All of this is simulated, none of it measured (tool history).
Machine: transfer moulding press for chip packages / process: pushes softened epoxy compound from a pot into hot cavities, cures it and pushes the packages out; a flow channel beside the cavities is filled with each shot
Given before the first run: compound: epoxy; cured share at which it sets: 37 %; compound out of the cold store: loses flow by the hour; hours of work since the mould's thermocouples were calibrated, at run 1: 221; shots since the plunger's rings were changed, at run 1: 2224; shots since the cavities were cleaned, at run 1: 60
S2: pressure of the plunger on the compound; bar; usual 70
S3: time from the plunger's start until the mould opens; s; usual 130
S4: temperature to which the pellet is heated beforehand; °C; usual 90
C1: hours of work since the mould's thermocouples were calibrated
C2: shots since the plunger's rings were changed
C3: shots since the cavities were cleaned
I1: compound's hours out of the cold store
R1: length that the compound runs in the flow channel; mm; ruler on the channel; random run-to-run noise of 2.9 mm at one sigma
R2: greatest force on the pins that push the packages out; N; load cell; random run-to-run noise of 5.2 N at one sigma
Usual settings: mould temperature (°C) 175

Run 1, hour 0: usual settings; C1 221; C2 2224; C3 60; I1 26.1. Result: R1 507 mm, R2 176 N.
Run 2, hour 12.8: usual settings; C1 229; C2 2345; C3 181; I1 46.8. Result: R1 479 mm, R2 158 N.
Run 3, hour 24.6: usual settings; C1 236; C2 2456; C3 292; I1 37.9. Result: R1 495 mm, R2 170 N.
Run 4, hour 30.4: usual settings; C1 240; C2 2511; C3 347; I1 31. Result: R1 506 mm, R2 160 N.
Run 5, hour 38: usual settings; C1 245; C2 2583; C3 419; I1 18.5. Result: R1 520 mm, R2 170 N.
Run 6, hour 47.8: usual settings; C1 251; C2 2675; C3 511; I1 37.2. Result: R1 498 mm, R2 178 N.
Run 7, hour 55.5: usual settings; C1 256; C2 2748; C3 584; I1 18.1. Result: R1 520 mm, R2 174 N.
At hour 60.2: cavities cleaned with cleaning compound and waxed.
Run 8, hour 69.8: usual settings; C1 264; C2 2869; C3 90; I1 36.8. Result: R1 494 mm, R2 161 N.
Run 9, hour 82.3: usual settings; C1 272; C2 2988; C3 209; I1 19.9. Result: R1 520 mm, R2 176 N.
Run 10, hour 96: usual settings; C1 281; C2 3117; C3 338; I1 21.3. Result: R1 519 mm, R2 172 N.
Run 11, hour 107.3: usual settings but mould temperature (°C) 173; C1 288; C2 3224; C3 445; I1 32.8. Result: R1 502 mm, R2 181 N.
Run 12, hour 120.1: usual settings but mould temperature (°C) 173; C1 296; C2 3345; C3 566; I1 28.4. Result: R1 510 mm, R2 182 N.
At hour 126.6: cavities cleaned with cleaning compound and waxed.
Run 13, hour 134.3: usual settings but mould temperature (°C) 173; C1 304; C2 3465; C3 73; I1 41.6. Result: R1 490 mm, R2 174 N.
Run 14, hour 145.1: usual settings but mould temperature (°C) 173; C1 311; C2 3567; C3 175; I1 34.5. Result: R1 502 mm, R2 171 N.
Run 15, hour 152.7: usual settings but mould temperature (°C) 173; C1 316; C2 3639; C3 247; I1 24.5. Result: R1 516 mm, R2 183 N.
Run 16, hour 163.7: usual settings but mould temperature (°C) 181, S3 141 s, S4 98 °C; C1 323; C2 3743; C3 351; I1 19.8. Result: R1 509 mm, R2 152 N.
Run 17, hour 173.1: usual settings but mould temperature (°C) 181, S3 141 s, S4 98 °C; C1 329; C2 3832; C3 440; I1 10.5. Result: R1 520 mm, R2 148 N.
Run 18, hour 185.1: usual settings but mould temperature (°C) 181, S3 141 s, S4 98 °C; C1 337; C2 3946; C3 554; I1 12.5. Result: R1 524 mm, R2 162 N.
At hour 192.7: cavities cleaned with cleaning compound and waxed.
Run 19, hour 196.2: usual settings but mould temperature (°C) 170, S3 121 s, S4 89 °C; C1 343; C2 4036; C3 33; I1 28.4. Result: R1 519 mm, R2 234 N.
At hour 199.2: mould's thermocouples calibrated.
Run 20, hour 205.5: usual settings but mould temperature (°C) 170, S3 121 s, S4 89 °C; C1 4; C2 4106; C3 103; I1 13.1. Result: R1 535 mm, R2 228 N.
Run 21, hour 214.4: usual settings but mould temperature (°C) 170, S3 121 s, S4 89 °C; C1 10; C2 4189; C3 186; I1 35.2. Result: R1 508 mm, R2 223 N.
Run 22, hour 221.3: usual settings but mould temperature (°C) 170, S2 73.9 bar, S4 89 °C; C1 14; C2 4255; C3 252; I1 31.6. Result: R1 526 mm, R2 205 N.
Run 23, hour 234.9: usual settings but S2 60.1 bar, S3 164 s; C1 23; C2 4383; C3 380; I1 35.2. Result: R1 459 mm, R2 157 N.
Run 24, hour 244.5: usual settings but S2 60.1 bar, S3 164 s; C1 29; C2 4474; C3 471; I1 12.4. Result: R1 492 mm, R2 147 N.
Run 25, hour 250.3: usual settings but mould temperature (°C) 181, S2 60.8 bar, S3 142 s, S4 89 °C; C1 33; C2 4529; C3 526; I1 15.6. Result: R1 476 mm, R2 154 N.
Run 26, hour 257.6: usual settings but mould temperature (°C) 174, S2 75.5 bar, S3 141 s; C1 37; C2 4598; C3 595; I1 14.3. Result: R1 555 mm, R2 171 N.
At hour 260.8: cavities cleaned with cleaning compound and waxed.
Run 27, hour 269.3: usual settings but S2 79 bar, S3 160 s, S4 83 °C; C1 44; C2 4695; C3 81; I1 14.7. Result: R1 560 mm, R2 154 N.

Run 28, settings as shown, results not yet in. Your forecast:
Run 28, hour 280.4: usual settings but mould temperature (°C) 176, S2 54.8 bar, S4 82 °C; C1 51; C2 4799; C3 185; I1 35.9. Result: R1 ?, R2 ?.

Run 28 produced R1 431 mm, R2 170 N.
With the hidden condition absent and the run-to-run variation left alone, this run would have shown R1 431 mm, R2 170 N.
